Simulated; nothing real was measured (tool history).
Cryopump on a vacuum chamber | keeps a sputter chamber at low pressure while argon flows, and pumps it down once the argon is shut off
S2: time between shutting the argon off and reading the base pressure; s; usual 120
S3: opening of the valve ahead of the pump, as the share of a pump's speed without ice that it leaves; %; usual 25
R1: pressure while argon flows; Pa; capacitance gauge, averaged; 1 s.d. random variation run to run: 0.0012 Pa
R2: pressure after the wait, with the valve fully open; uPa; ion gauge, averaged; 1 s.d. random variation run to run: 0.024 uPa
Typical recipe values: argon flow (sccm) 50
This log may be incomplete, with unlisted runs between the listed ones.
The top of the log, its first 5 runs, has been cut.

Run 6, hour 244.5: usual settings but argon flow (sccm) 82. Result: R1 0.453 Pa, R2 1.87 uPa.
Run 7, hour 309.2: usual settings but argon flow (sccm) 82. Result: R1 0.458 Pa, R2 1.93 uPa.
Run 8, hour 371.2: usual settings but argon flow (sccm) 82. Result: R1 0.4571 Pa, R2 1.91 uPa.
Run 9, hour 441.4: usual settings but argon flow (sccm) 82. Result: R1 0.457 Pa, R2 1.97 uPa.
Run 10, hour 487.4: usual settings but S3 41 %. Result: R1 0.1756 Pa, R2 1.99 uPa.
Run 11, hour 536.2: usual settings but S3 34 %. Result: R1 0.2081 Pa, R2 1.97 uPa.
Run 12, hour 594.8: usual settings but S3 34 %. Result: R1 0.21 Pa, R2 2.09 uPa.
Run 13, hour 674: usual settings but S3 34 %. Result: R1 0.2103 Pa, R2 2.09 uPa.
Run 14, hour 737.6: usual settings but S3 34 %. Result: R1 0.213 Pa, R2 2.11 uPa.
Run 15, hour 798.8: usual settings but S3 34 %. Result: R1 0.2137 Pa, R2 2.12 uPa.
Run 16, hour 839.1: usual settings but S3 34 %. Result: R1 0.2143 Pa, R2 2.19 uPa.
At hour 874.3: pump warmed up, emptied and cooled again.
Run 17, hour 901.9: usual settings but argon flow (sccm) 32, S2 286 s, S3 48 %. Result: R1 0.0908 Pa, R2 1.52 uPa.
Run 18, hour 957: usual settings but argon flow (sccm) 32, S2 286 s, S3 48 %. Result: R1 0.0896 Pa, R2 1.54 uPa.
Run 19, hour 1023.8: usual settings but argon flow (sccm) 32, S2 286 s, S3 48 %. Result: R1 0.0905 Pa, R2 1.53 uPa.
Run 20, hour 1060.9: usual settings but argon flow (sccm) 61, S2 60 s, S3 32 %. Result: R1 0.2602 Pa, R2 2.67 uPa.
Run 21, hour 1110.9: usual settings but argon flow (sccm) 34, S2 60 s, S3 18 %. Result: R1 0.2563 Pa, R2 2.64 uPa.
Run 22, hour 1164.1: usual settings but argon flow (sccm) 34, S2 60 s, S3 18 %. Result: R1 0.2568 Pa, R2 2.65 uPa.
Run 23, hour 1199.2: usual settings but argon flow (sccm) 34, S2 60 s, S3 18 %. Result: R1 0.2554 Pa, R2 2.66 uPa.
Run 24, hour 1282.3: usual settings but argon flow (sccm) 34, S2 60 s, S3 18 %. Result: R1 0.2593 Pa, R2 2.63 uPa.
Run 25, hour 1355.9: usual settings but argon flow (sccm) 34, S2 47 s, S3 21 %. Result: R1 0.222 Pa, R2 3.1 uPa.
Run 26, hour 1409: usual settings but S3 27 %. Result: R1 0.2553 Pa, R2 2.1 uPa.
Run 27, hour 1472.5: usual settings but S2 133 s, S3 60 %. Result: R1 0.1196 Pa, R2 2.11 uPa.
Run 28, hour 1523.2: usual settings but argon flow (sccm) 47, S3 42 %. Result: R1 0.1577 Pa, R2 2.16 uPa.
Run 29, hour 1562.7: usual settings but argon flow (sccm) 47, S3 42 %. Result: R1 0.1588 Pa, R2 2.11 uPa.
Run 30, hour 1628.5: usual settings but argon flow (sccm) 68, S2 29 s, S3 58 %. Result: R1 0.1709 Pa, R2 4.19 uPa.

Forecast each of these 4 alternatives for the next run:
Run A, hour 1704.5: usual settings but S3 46 %. Result: R1 ?, R2 ?.
Run B, hour 1704.5: usual settings but argon flow (sccm) 24, S2 80 s, S3 32 %. Result: R1 ?, R2 ?.
Run C, hour 1704.5: usual settings but argon flow (sccm) 23, S3 57 %. Result: R1 ?, R2 ?.
Run D, hour 1704.5: usual settings but S3 35 %. Result: R1 ?, R2 ?.

run      R1    R2
  A   0.156   2.3
  B   0.106   2.5
  C  0.0581  2.25
  D  0.2019  2.19
What these runs would have given with no unlogged condition in the tool:
run      R1    R2
  A  0.1456  0.91
  B   0.101  1.18
  C  0.0533   0.9
  D  0.1915  0.86
